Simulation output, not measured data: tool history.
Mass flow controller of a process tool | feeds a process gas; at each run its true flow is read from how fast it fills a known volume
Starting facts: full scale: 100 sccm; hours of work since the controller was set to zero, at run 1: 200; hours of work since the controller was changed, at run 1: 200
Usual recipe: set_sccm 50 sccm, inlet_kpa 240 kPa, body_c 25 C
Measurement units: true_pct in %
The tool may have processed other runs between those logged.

| run | day | set_sccm | inlet_kpa | body_c | hours of work since the controller was set to zero | hours of work since the controller was changed | true_pct |
|---|---|---|---|---|---|---|---|
| 1 | 0.000 | 50 | 240 | 25 | 200 | 200 | 98.55 |
| 2 | 2.750 | 50 | 240 | 26 | 251 | 251 | 98.39 |
| 3 | 5.625 | 50 | 240 | 26 | 303 | 303 | 98.36 |
| 4 | 8.450 | 50 | 240 | 26 | 354 | 354 | 98.20 |
| 5 | 12.892 | 50 | 240 | 25 | 435 | 435 | 97.95 |
| 6 | 15.683 | 50 | 175 | 25 | 486 | 486 | 97.65 |
| 7 | 17.800 | 50 | 240 | 25 | 525 | 525 | 97.64 |
| 8 | 21.888 | 50 | 240 | 25 | 599 | 599 | 97.45 |
| 9 | 26.454 | 50 | 240 | 25 | 682 | 682 | 97.43 |
| 10 | 30.275 | 50 | 240 | 25 | 752 | 752 | 97.18 |
| 11 | 33.696 | 50 | 240 | 25 | 814 | 814 | 96.95 |
| 12 | 37.896 | 87 | 235 | 21 | 891 | 891 | 97.81 |
| 13 | 41.129 | 87 | 235 | 21 | 949 | 949 | 97.68 |
| 14 | 44.421 | 79 | 212 | 24 | 1009 | 1009 | 97.23 |
| 15 | 49.342 | 19 | 212 | 33 | 1099 | 1099 | 95.48 |
|  | 51.704 | gauge calibrated |
| 16 | 51.704 | 19 | 212 | 33 | 1142 | 1142 | 97.53 |
| 17 | 54.008 | 50 | 249 | 37 | 1184 | 1184 | 98.61 |
| 18 | 57.654 | 50 | 249 | 37 | 1250 | 1250 | 98.54 |
| 19 | 60.796 | 50 | 249 | 37 | 1308 | 1308 | 98.23 |
| 20 | 64.329 | 50 | 184 | 25 | 1372 | 1372 | 97.86 |

Subtracting, for every run, the result it would have given without the tool's unlogged condition from the measured result gives the following. The same run-to-run variation enters both numbers; the gauge's scatter may not:
Hidden state at play: flow at rest that the sensor doesn't see, % of full scale; true flow over the shown one, %; drift of the gauge itself on true_pct, %.
| run | true_pct |
|---|---|
| 1 | +0.00 |
| 2 | -0.13 |
| 3 | -0.27 |
| 4 | -0.40 |
| 5 | -0.60 |
| 6 | -0.74 |
| 7 | -0.84 |
| 8 | -1.03 |
| 9 | -1.25 |
| 10 | -1.42 |
| 11 | -1.58 |
| 12 | -1.80 |
| 13 | -1.95 |
| 14 | -2.10 |
| 15 | -2.30 |
| 16 | +0.00 |
| 17 | -0.11 |
| 18 | -0.28 |
| 19 | -0.43 |
| 20 | -0.60 |
